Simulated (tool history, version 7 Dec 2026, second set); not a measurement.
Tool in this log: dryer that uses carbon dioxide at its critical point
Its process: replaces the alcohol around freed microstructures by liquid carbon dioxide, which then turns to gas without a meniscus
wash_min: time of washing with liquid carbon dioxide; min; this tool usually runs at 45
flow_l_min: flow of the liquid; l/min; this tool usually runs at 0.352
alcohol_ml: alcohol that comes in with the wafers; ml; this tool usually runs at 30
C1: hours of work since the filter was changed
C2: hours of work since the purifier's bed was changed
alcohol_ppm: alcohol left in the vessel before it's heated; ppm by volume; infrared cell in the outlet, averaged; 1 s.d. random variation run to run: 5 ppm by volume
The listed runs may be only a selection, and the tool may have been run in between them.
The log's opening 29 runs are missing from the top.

At hour 1252.4: inlet filter changed.
Run 30, hour 1260.2: usual settings but flow_l_min 0.549 l/min, alcohol_ml 65 ml; C1 5; C2 548. Result: alcohol_ppm 101 ppm by volume.
Run 31, hour 1296.9: usual settings but flow_l_min 0.549 l/min, alcohol_ml 65 ml; C1 30; C2 573. Result: alcohol_ppm 85 ppm by volume.
Run 32, hour 1344.8: usual settings but wash_min 57 min, flow_l_min 0.229 l/min, alcohol_ml 76 ml; C1 62; C2 605. Result: alcohol_ppm 253 ppm by volume.
Run 33, hour 1395.1: usual settings but wash_min 40 min, flow_l_min 0.229 l/min, alcohol_ml 76 ml; C1 95; C2 638. Result: alcohol_ppm 920 ppm by volume.
Run 34, hour 1432.9: usual settings but wash_min 53 min, flow_l_min 0.229 l/min, alcohol_ml 86 ml; C1 121; C2 664. Result: alcohol_ppm 414 ppm by volume.
Run 35, hour 1471.3: usual settings but wash_min 39 min, flow_l_min 0.516 l/min, alcohol_ml 92 ml; C1 146; C2 689. Result: alcohol_ppm 131 ppm by volume.
Run 36, hour 1511.8: usual settings but wash_min 42 min, flow_l_min 0.299 l/min, alcohol_ml 114 ml; C1 173; C2 716. Result: alcohol_ppm 455 ppm by volume.
Run 37, hour 1537.2: usual settings but wash_min 37 min, flow_l_min 0.394 l/min, alcohol_ml 114 ml; C1 190; C2 733. Result: alcohol_ppm 279 ppm by volume.
Run 38, hour 1588.3: usual settings but wash_min 28 min, flow_l_min 0.550 l/min, alcohol_ml 114 ml; C1 225; C2 767. Result: alcohol_ppm 240 ppm by volume.
Run 39, hour 1647.3: usual settings but wash_min 28 min, flow_l_min 0.240 l/min, alcohol_ml 51 ml; C1 264; C2 807. Result: alcohol_ppm 1984 ppm by volume.
Run 40, hour 1706.0: usual settings but wash_min 28 min, flow_l_min 0.240 l/min, alcohol_ml 51 ml; C1 303; C2 846. Result: alcohol_ppm 1981 ppm by volume.
Run 41, hour 1730.9: usual settings but wash_min 48 min, flow_l_min 0.576 l/min, alcohol_ml 21 ml; C1 320; C2 863. Result: alcohol_ppm 137 ppm by volume.
Run 42, hour 1792.3: usual settings but wash_min 48 min, flow_l_min 0.369 l/min, alcohol_ml 41 ml; C1 361; C2 904. Result: alcohol_ppm 166 ppm by volume.
Run 43, hour 1851.1: usual settings but wash_min 48 min, flow_l_min 0.226 l/min, alcohol_ml 46 ml; C1 400; C2 943. Result: alcohol_ppm 581 ppm by volume.
At hour 1876.6: inlet filter changed.
Run 44, hour 1912.4: usual settings but wash_min 38 min, flow_l_min 0.391 l/min; C1 24; C2 984. Result: alcohol_ppm 190 ppm by volume.
Run 45, hour 1972.7: usual settings but wash_min 38 min, flow_l_min 0.441 l/min; C1 64; C2 1024. Result: alcohol_ppm 177 ppm by volume.
Run 46, hour 2027.4: usual settings but wash_min 29 min, flow_l_min 0.525 l/min, alcohol_ml 35 ml; C1 101; C2 1060. Result: alcohol_ppm 202 ppm by volume.
Run 47, hour 2074.1: usual settings but alcohol_ml 26 ml; C1 132; C2 1092. Result: alcohol_ppm 206 ppm by volume.

Alternative continuations, all from the tool just after run 47; predict every row:
Run A, hour 2120.4: usual settings but wash_min 55 min, alcohol_ml 114 ml; C1 163; C2 1123. Result: alcohol_ppm ?.
Run B, hour 2120.4: usual settings but alcohol_ml 40 ml; C1 163; C2 1123. Result: alcohol_ppm ?.
Run C, hour 2120.4: usual settings but flow_l_min 0.532 l/min; C1 163; C2 1123. Result: alcohol_ppm ?.

run  alcohol_ppm
  A          200
  B          211
  C          174
With no hidden state in the tool, these same runs would have given:
run  alcohol_ppm
  A           19
  B           23
  C            0
